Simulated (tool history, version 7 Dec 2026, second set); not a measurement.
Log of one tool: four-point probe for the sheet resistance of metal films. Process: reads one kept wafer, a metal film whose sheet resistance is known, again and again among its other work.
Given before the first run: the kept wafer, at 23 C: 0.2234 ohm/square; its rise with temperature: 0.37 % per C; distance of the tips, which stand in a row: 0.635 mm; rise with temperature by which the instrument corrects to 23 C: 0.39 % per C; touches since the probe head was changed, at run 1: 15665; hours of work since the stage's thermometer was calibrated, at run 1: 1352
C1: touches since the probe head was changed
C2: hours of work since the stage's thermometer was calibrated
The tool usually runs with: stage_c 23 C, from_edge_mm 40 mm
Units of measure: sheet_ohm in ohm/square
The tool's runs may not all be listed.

{"run": 1, "day": 0.0, "stage_c": 23, "from_edge_mm": 40, "C1": 15665, "C2": 1352, "sheet_ohm": 0.224636}
{"run": 2, "day": 2.221, "stage_c": 28, "from_edge_mm": 40, "C1": 17209, "C2": 1374, "sheet_ohm": 0.224441}
{"run": 3, "day": 3.25, "stage_c": 28, "from_edge_mm": 40, "C1": 17924, "C2": 1384, "sheet_ohm": 0.224445}
{"run": 4, "day": 5.45, "stage_c": 28, "from_edge_mm": 40, "C1": 19453, "C2": 1406, "sheet_ohm": 0.224443}
{"run": 5, "day": 7.104, "stage_c": 23, "from_edge_mm": 14, "C1": 20603, "C2": 1422, "sheet_ohm": 0.224958}
{"run": 6, "day": 8.908, "stage_c": 23, "from_edge_mm": 15, "C1": 21858, "C2": 1440, "sheet_ohm": 0.224877}
{"run": 7, "day": 10.95, "stage_c": 23, "from_edge_mm": 15, "C1": 23278, "C2": 1461, "sheet_ohm": 0.225019}
{"run": 8, "day": 12.308, "stage_c": 23, "from_edge_mm": 15, "C1": 24223, "C2": 1474, "sheet_ohm": 0.224903}
{"run": 9, "day": 14.262, "stage_c": 23, "from_edge_mm": 40, "C1": 25581, "C2": 1493, "sheet_ohm": 0.224677}
{"run": 10, "day": 15.342, "stage_c": 23, "from_edge_mm": 40, "C1": 26332, "C2": 1504, "sheet_ohm": 0.224775}
{"run": 11, "day": 17.629, "stage_c": 23, "from_edge_mm": 40, "C1": 27922, "C2": 1527, "sheet_ohm": 0.224788}
{"run": 12, "day": 19.021, "stage_c": 23, "from_edge_mm": 40, "C1": 28890, "C2": 1541, "sheet_ohm": 0.2249}
{"run": 13, "day": 21.021, "stage_c": 23, "from_edge_mm": 40, "C1": 30279, "C2": 1561, "sheet_ohm": 0.22482}
{"run": 14, "day": 22.683, "stage_c": 23, "from_edge_mm": 40, "C1": 31435, "C2": 1577, "sheet_ohm": 0.224809}
{"run": 15, "day": 24.067, "stage_c": 25, "from_edge_mm": 40, "C1": 32396, "C2": 1591, "sheet_ohm": 0.224826}
{"run": 16, "day": 25.392, "stage_c": 25, "from_edge_mm": 40, "C1": 33319, "C2": 1604, "sheet_ohm": 0.224815}
{"run": 17, "day": 27.262, "stage_c": 26, "from_edge_mm": 23, "C1": 34620, "C2": 1623, "sheet_ohm": 0.224839}
{"run": 18, "day": 28.479, "stage_c": 20, "from_edge_mm": 37, "C1": 35466, "C2": 1635, "sheet_ohm": 0.225063}
{"run": 19, "day": 29.879, "stage_c": 27, "from_edge_mm": 37, "C1": 36438, "C2": 1649, "sheet_ohm": 0.224781}
{"run": 20, "day": 31.671, "stage_c": 31, "from_edge_mm": 6, "C1": 37685, "C2": 1667, "sheet_ohm": 0.225921}
{"run": 21, "day": 32.704, "stage_c": 24, "from_edge_mm": 6, "C1": 38404, "C2": 1677, "sheet_ohm": 0.226208}
{"run": 22, "day": 33.946, "stage_c": 19, "from_edge_mm": 40, "C1": 39266, "C2": 1689, "sheet_ohm": 0.22524}
{"run": 23, "day": 35.667, "stage_c": 26, "from_edge_mm": 40, "C1": 40461, "C2": 1706, "sheet_ohm": 0.22485}
{"run": 24, "day": 37.146, "stage_c": 22, "from_edge_mm": 40, "C1": 41490, "C2": 1721, "sheet_ohm": 0.225053}
{"run": 25, "day": 39.179, "stage_c": 34, "from_edge_mm": 14, "C1": 42905, "C2": 1741, "sheet_ohm": 0.22477}
{"run": 26, "day": 41.038, "stage_c": 34, "from_edge_mm": 14, "C1": 44198, "C2": 1760, "sheet_ohm": 0.224833}
{"run": 27, "day": 42.938, "stage_c": 34, "from_edge_mm": 14, "C1": 45516, "C2": 1779, "sheet_ohm": 0.224838}
{"run": 28, "day": 45.362, "stage_c": 28, "from_edge_mm": 69, "C1": 47205, "C2": 1803, "sheet_ohm": 0.224879}
{"run": 29, "day": 46.358, "stage_c": 28, "from_edge_mm": 69, "C1": 47895, "C2": 1813, "sheet_ohm": 0.224864}
{"run": 30, "day": 47.996, "stage_c": 28, "from_edge_mm": 9, "C1": 49035, "C2": 1829, "sheet_ohm": 0.225439}
{"run": 31, "day": 49.712, "stage_c": 24, "from_edge_mm": 31, "C1": 50227, "C2": 1846, "sheet_ohm": 0.225142}
{"run": 32, "day": 51.754, "stage_c": 29, "from_edge_mm": 10, "C1": 51649, "C2": 1866, "sheet_ohm": 0.225298}

Alternative continuations, all from the tool just after run 32; predict every row:
{"run": "A", "day": 53.108, "stage_c": 26, "from_edge_mm": 40, "C1": 52589, "C2": 1880, "sheet_ohm": "?"}
{"run": "B", "day": 53.108, "stage_c": 19, "from_edge_mm": 14, "C1": 52589, "C2": 1880, "sheet_ohm": "?"}
{"run": "C", "day": 53.108, "stage_c": 27, "from_edge_mm": 17, "C1": 52589, "C2": 1880, "sheet_ohm": "?"}
{"run": "D", "day": 53.108, "stage_c": 32, "from_edge_mm": 7, "C1": 52589, "C2": 1880, "sheet_ohm": "?"}
{"run": "E", "day": 53.108, "stage_c": 24, "from_edge_mm": 3, "C1": 52589, "C2": 1880, "sheet_ohm": "?"}

run=A sheet_ohm=0.225014
run=B sheet_ohm=0.225504
run=C sheet_ohm=0.225141
run=D sheet_ohm=0.225717
run=E sheet_ohm=0.230409
What these runs would have given with no unlogged condition in the tool:
run=A sheet_ohm=0.223299
run=B sheet_ohm=0.223775
run=C sheet_ohm=0.223427
run=D sheet_ohm=0.224006
run=E sheet_ohm=0.228652
